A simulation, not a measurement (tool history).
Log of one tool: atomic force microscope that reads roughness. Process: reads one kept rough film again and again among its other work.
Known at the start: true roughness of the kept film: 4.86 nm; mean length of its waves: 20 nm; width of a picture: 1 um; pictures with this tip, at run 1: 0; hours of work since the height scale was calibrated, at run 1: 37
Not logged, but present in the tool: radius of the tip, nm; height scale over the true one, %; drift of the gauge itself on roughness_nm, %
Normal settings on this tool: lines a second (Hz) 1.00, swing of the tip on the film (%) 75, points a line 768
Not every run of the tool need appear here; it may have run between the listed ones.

| run | day | lines a second (Hz) | swing of the tip on the film (%) | points a line | pictures with this tip | hours of work since the height scale was calibrated | roughness of the kept film (nm (root mean square)) |
|---|---|---|---|---|---|---|---|
| 1 | 0.000 | 1.00 | 75 | 768 | 0 | 37 | 3.112 |
| 2 | 0.567 | 1.00 | 75 | 768 | 21 | 47 | 3.089 |
| 3 | 1.033 | 1.00 | 75 | 768 | 37 | 56 | 3.100 |
| 4 | 1.433 | 1.00 | 75 | 357 | 52 | 63 | 3.074 |
| 5 | 2.012 | 1.00 | 75 | 357 | 73 | 74 | 3.053 |
| 6 | 2.354 | 1.00 | 75 | 357 | 85 | 80 | 3.041 |
| 7 | 2.988 | 1.00 | 75 | 357 | 108 | 91 | 3.053 |
| 8 | 3.458 | 1.00 | 75 | 357 | 125 | 100 | 3.063 |
| 9 | 3.871 | 1.00 | 75 | 768 | 140 | 107 | 3.087 |
| 10 | 4.288 | 1.00 | 75 | 768 | 156 | 115 | 3.088 |
| 11 | 4.842 | 1.00 | 75 | 817 | 176 | 125 | 3.109 |
| 12 | 5.488 | 1.00 | 75 | 768 | 199 | 137 | 3.113 |
| 13 | 5.858 | 1.00 | 75 | 768 | 212 | 143 | 3.094 |
| 14 | 6.554 | 1.00 | 86 | 768 | 238 | 156 | 2.952 |
| 15 | 6.967 | 1.00 | 75 | 768 | 253 | 164 | 3.059 |
| 16 | 7.567 | 1.00 | 75 | 768 | 274 | 174 | 3.095 |
| 17 | 8.029 | 1.00 | 75 | 768 | 291 | 183 | 3.094 |
| 18 | 8.808 | 1.00 | 75 | 768 | 319 | 197 | 3.070 |
| 19 | 9.188 | 1.00 | 75 | 768 | 333 | 204 | 3.079 |
| 20 | 9.921 | 1.00 | 83 | 768 | 360 | 217 | 3.019 |
|  | 10.108 | new tip fitted |
| 21 | 10.396 | 1.00 | 83 | 768 | 10 | 225 | 3.031 |
| 22 | 10.758 | 1.00 | 83 | 768 | 23 | 232 | 3.018 |
| 23 | 11.421 | 1.00 | 75 | 768 | 47 | 244 | 3.116 |
| 24 | 11.958 | 1.00 | 75 | 768 | 67 | 254 | 3.104 |
| 25 | 12.579 | 1.00 | 75 | 768 | 89 | 265 | 3.090 |
| 26 | 13.033 | 3.04 | 71 | 359 | 106 | 273 | 2.811 |
| 27 | 13.758 | 2.34 | 75 | 768 | 132 | 286 | 2.872 |
| 28 | 14.154 | 2.53 | 56 | 304 | 146 | 294 | 3.042 |
| 29 | 14.842 | 0.52 | 84 | 304 | 171 | 306 | 3.056 |
| 30 | 15.296 | 0.68 | 84 | 535 | 188 | 314 | 3.065 |
| 31 | 16.025 | 0.65 | 84 | 269 | 214 | 328 | 2.982 |
| 32 | 16.525 | 0.65 | 84 | 269 | 232 | 337 | 2.993 |
| 33 | 17.329 | 0.65 | 84 | 269 | 262 | 351 | 2.977 |
| 34 | 17.688 | 0.65 | 84 | 269 | 275 | 358 | 2.985 |
| 35 | 18.250 | 0.57 | 75 | 768 | 295 | 368 | 3.155 |
| 36 | 18.758 | 1.91 | 66 | 917 | 313 | 377 | 3.071 |
| 37 | 19.483 | 3.85 | 63 | 768 | 340 | 390 | 2.936 |
| 38 | 20.088 | 1.35 | 63 | 947 | 362 | 401 | 3.125 |
|  | 20.246 | new tip fitted |
| 39 | 20.817 | 1.35 | 63 | 947 | 21 | 414 | 3.148 |
| 40 | 21.379 | 1.00 | 75 | 305 | 41 | 424 | 3.025 |
| 41 | 22.033 | 1.00 | 70 | 768 | 65 | 436 | 3.152 |
| 42 | 22.746 | 1.00 | 78 | 678 | 91 | 449 | 3.058 |
| 43 | 23.529 | 1.00 | 57 | 717 | 119 | 463 | 3.219 |
| 44 | 24.004 | 1.00 | 57 | 717 | 137 | 472 | 3.184 |
| 45 | 24.512 | 2.45 | 61 | 886 | 155 | 481 | 3.074 |
| 46 | 24.871 | 0.69 | 75 | 768 | 168 | 488 | 3.147 |
| 47 | 25.667 | 1.00 | 57 | 516 | 197 | 502 | 3.205 |
| 48 | 26.454 | 1.00 | 57 | 516 | 225 | 517 | 3.158 |
| 49 | 27.004 | 0.69 | 56 | 768 | 245 | 527 | 3.234 |
| 50 | 27.446 | 1.59 | 75 | 646 | 261 | 535 | 2.974 |

Each row is a separate what-if for the run after 50, all from the same tool condition, not one after another. Results?
| A | 27.942 | 1.03 | 75 | 825 | 279 | 544 | ? |
| B | 27.942 | 2.57 | 75 | 646 | 279 | 544 | ? |
| C | 27.942 | 2.06 | 75 | 768 | 279 | 544 | ? |
| D | 27.942 | 1.59 | 89 | 646 | 279 | 544 | ? |

| run | roughness of the kept film (nm (root mean square)) |
|---|---|
| A | 3.075 |
| B | 2.823 |
| C | 2.927 |
| D | 2.775 |
With the hidden condition removed and each run's random variation left untouched, the same runs would have given:
| run | roughness of the kept film (nm (root mean square)) |
|---|---|
| A | 3.088 |
| B | 2.834 |
| C | 2.940 |
| D | 2.786 |
